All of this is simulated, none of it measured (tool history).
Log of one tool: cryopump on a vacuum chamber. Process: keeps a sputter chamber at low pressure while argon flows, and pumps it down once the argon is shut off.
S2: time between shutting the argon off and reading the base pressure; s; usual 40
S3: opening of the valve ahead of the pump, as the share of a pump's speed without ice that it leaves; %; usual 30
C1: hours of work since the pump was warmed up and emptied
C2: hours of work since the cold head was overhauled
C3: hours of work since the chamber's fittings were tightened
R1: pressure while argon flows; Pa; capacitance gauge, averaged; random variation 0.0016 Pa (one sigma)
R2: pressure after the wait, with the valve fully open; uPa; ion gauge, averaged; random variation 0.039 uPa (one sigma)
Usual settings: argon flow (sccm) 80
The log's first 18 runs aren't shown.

run 19 day=65.979 | argon_flow_(sccm)=135 S2=54 S3=34 | C1=284 C2=2799 C3=678 | R1=0.5899 R2=2.55
run 20 day=68.342 | argon_flow_(sccm)=102 S2=190 S3=55 | C1=314 C2=2830 C3=708 | R1=0.2843 R2=1.52
run 21 day=70.808 | argon_flow_(sccm)=102 S2=190 S3=55 | C1=346 C2=2862 C3=740 | R1=0.2908 R2=1.63
run 22 day=73.225 | argon_flow_(sccm)=124 S2=40 S3=30 | C1=377 C2=2893 C3=771 | R1=0.6206 R2=3.24
run 23 day=76.829 | argon_flow_(sccm)=124 S2=171 S3=24 | C1=424 C2=2939 C3=818 | R1=0.7657 R2=1.81
run 24 day=79.267 | argon_flow_(sccm)=124 S2=171 S3=24 | C1=455 C2=2971 C3=849 | R1=0.7743 R2=1.87
run 25 day=83.021 | argon_flow_(sccm)=124 S2=171 S3=24 | C1=504 C2=3019 C3=898 | R1=0.7736 R2=2.02
run 26 day=86.592 | argon_flow_(sccm)=124 S2=65 S3=24 | C1=550 C2=3065 C3=944 | R1=0.7840 R2=2.79
run 27 day=89.129 | argon_flow_(sccm)=35 S2=40 S3=30 | C1=583 C2=3098 C3=976 | R1=0.1808 R2=3.55
run 28 day=92.196 | argon_flow_(sccm)=35 S2=50 S3=15 | C1=622 C2=3138 C3=1016 | R1=0.3468 R2=3.22
run 29 day=94.475 | argon_flow_(sccm)=35 S2=81 S3=15 | C1=652 C2=3167 C3=1045 | R1=0.3474 R2=2.83
run 30 day=99.746 | argon_flow_(sccm)=38 S2=166 S3=33 | C1=720 C2=3235 C3=1113 | R1=0.1862 R2=2.44

The next listed run, before its measurement:
run 31 day=103.788 | argon_flow_(sccm)=38 S2=166 S3=33 | C1=772 C2=3287 C3=1165 | R1=? R2=?

Run 31 gave R1 0.1883 Pa, R2 2.54 uPa.
Without the tool's hidden state the same run would have given R1 0.1617 Pa, R2 0.71 uPa.
